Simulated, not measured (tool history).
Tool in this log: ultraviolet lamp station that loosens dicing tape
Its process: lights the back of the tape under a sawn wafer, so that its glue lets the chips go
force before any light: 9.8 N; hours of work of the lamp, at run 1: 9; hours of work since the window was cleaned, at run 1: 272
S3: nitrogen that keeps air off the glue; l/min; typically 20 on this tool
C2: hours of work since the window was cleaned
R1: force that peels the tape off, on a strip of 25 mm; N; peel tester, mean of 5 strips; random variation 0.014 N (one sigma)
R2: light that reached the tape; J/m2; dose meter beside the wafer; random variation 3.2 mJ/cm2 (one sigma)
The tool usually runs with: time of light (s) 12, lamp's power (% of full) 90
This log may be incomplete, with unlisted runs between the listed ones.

run 1 hour=0 | time_of_light_(s)=12 lamp's_power_(%_of_full)=90 S3=20 | hours_of_work_of_the_lamp=9 C2=272 | R1=0.815 R2=4580
run 2 hour=15.7 | time_of_light_(s)=12 lamp's_power_(%_of_full)=90 S3=20 | hours_of_work_of_the_lamp=15 C2=278 | R1=0.826 R2=4600
-- hour=17.6 window cleaned of glue's vapour
run 3 hour=29.8 | time_of_light_(s)=12 lamp's_power_(%_of_full)=67 S3=20 | hours_of_work_of_the_lamp=21 C2=5 | R1=1.497 R2=3340
run 4 hour=44 | time_of_light_(s)=12 lamp's_power_(%_of_full)=67 S3=20 | hours_of_work_of_the_lamp=27 C2=11 | R1=1.519 R2=3350
run 5 hour=57.6 | time_of_light_(s)=12 lamp's_power_(%_of_full)=67 S3=20 | hours_of_work_of_the_lamp=33 C2=17 | R1=1.493 R2=3320
-- hour=67.6 window cleaned of glue's vapour, once more
run 6 hour=70 | time_of_light_(s)=12 lamp's_power_(%_of_full)=73 S3=20 | hours_of_work_of_the_lamp=38 C2=1 | R1=1.153 R2=3860
run 7 hour=84.4 | time_of_light_(s)=12 lamp's_power_(%_of_full)=90 S3=20 | hours_of_work_of_the_lamp=44 C2=7 | R1=0.744 R2=4750
run 8 hour=97.7 | time_of_light_(s)=12 lamp's_power_(%_of_full)=90 S3=20 | hours_of_work_of_the_lamp=49 C2=13 | R1=0.754 R2=4720
run 9 hour=109.9 | time_of_light_(s)=8 lamp's_power_(%_of_full)=90 S3=20 | hours_of_work_of_the_lamp=54 C2=18 | R1=1.694 R2=3170
run 10 hour=126.4 | time_of_light_(s)=24 lamp's_power_(%_of_full)=90 S3=20 | hours_of_work_of_the_lamp=61 C2=25 | R1=0.177 R2=9450
run 11 hour=136.5 | time_of_light_(s)=12 lamp's_power_(%_of_full)=90 S3=20 | hours_of_work_of_the_lamp=65 C2=29 | R1=0.759 R2=4740
run 12 hour=147 | time_of_light_(s)=14 lamp's_power_(%_of_full)=64 S3=20 | hours_of_work_of_the_lamp=70 C2=33 | R1=1.122 R2=3920
run 13 hour=156.2 | time_of_light_(s)=8 lamp's_power_(%_of_full)=66 S3=13 | hours_of_work_of_the_lamp=74 C2=37 | R1=3.231 R2=2330
run 14 hour=168.1 | time_of_light_(s)=8 lamp's_power_(%_of_full)=66 S3=13 | hours_of_work_of_the_lamp=79 C2=42 | R1=3.328 R2=2250
run 15 hour=183.6 | time_of_light_(s)=17 lamp's_power_(%_of_full)=74 S3=27 | hours_of_work_of_the_lamp=85 C2=49 | R1=0.445 R2=5410
run 16 hour=190.3 | time_of_light_(s)=17 lamp's_power_(%_of_full)=74 S3=27 | hours_of_work_of_the_lamp=88 C2=51 | R1=0.441 R2=5360
run 17 hour=198.8 | time_of_light_(s)=14 lamp's_power_(%_of_full)=86 S3=35 | hours_of_work_of_the_lamp=92 C2=55 | R1=0.389 R2=5200
run 18 hour=206.8 | time_of_light_(s)=14 lamp's_power_(%_of_full)=86 S3=35 | hours_of_work_of_the_lamp=95 C2=58 | R1=0.394 R2=5190
run 19 hour=216.3 | time_of_light_(s)=14 lamp's_power_(%_of_full)=80 S3=10 | hours_of_work_of_the_lamp=99 C2=62 | R1=1.241 R2=4800
run 20 hour=230 | time_of_light_(s)=9 lamp's_power_(%_of_full)=97 S3=7 | hours_of_work_of_the_lamp=105 C2=68 | R1=2.319 R2=3770
run 21 hour=246.5 | time_of_light_(s)=8 lamp's_power_(%_of_full)=93 S3=27 | hours_of_work_of_the_lamp=112 C2=75 | R1=1.45 R2=3110
run 22 hour=253.5 | time_of_light_(s)=15 lamp's_power_(%_of_full)=90 S3=22 | hours_of_work_of_the_lamp=114 C2=78 | R1=0.444 R2=5760

5 options for the next run, each taken on its own from the tool as it stands now. Forecast them:
run A hour=265.6 | time_of_light_(s)=13 lamp's_power_(%_of_full)=68 S3=15 | hours_of_work_of_the_lamp=120 C2=83 | R1=? R2=?
run B hour=265.6 | time_of_light_(s)=12 lamp's_power_(%_of_full)=97 S3=8 | hours_of_work_of_the_lamp=120 C2=83 | R1=? R2=?
run C hour=265.6 | time_of_light_(s)=11 lamp's_power_(%_of_full)=90 S3=16 | hours_of_work_of_the_lamp=120 C2=83 | R1=? R2=?
run D hour=265.6 | time_of_light_(s)=13 lamp's_power_(%_of_full)=90 S3=21 | hours_of_work_of_the_lamp=120 C2=83 | R1=? R2=?
run E hour=265.6 | time_of_light_(s)=8 lamp's_power_(%_of_full)=82 S3=33 | hours_of_work_of_the_lamp=120 C2=83 | R1=? R2=?

run=A R1=1.473 R2=3760
run=B R1=1.323 R2=4960
run=C R1=1.093 R2=4200
run=D R1=0.67 R2=4910
run=E R1=1.594 R2=2790
Had the tool no hidden state, the same runs would have come out as:
run=A R1=1.289 R2=4040
run=B R1=1.153 R2=5320
run=C R1=0.942 R2=4510
run=D R1=0.567 R2=5280
run=E R1=1.401 R2=2990
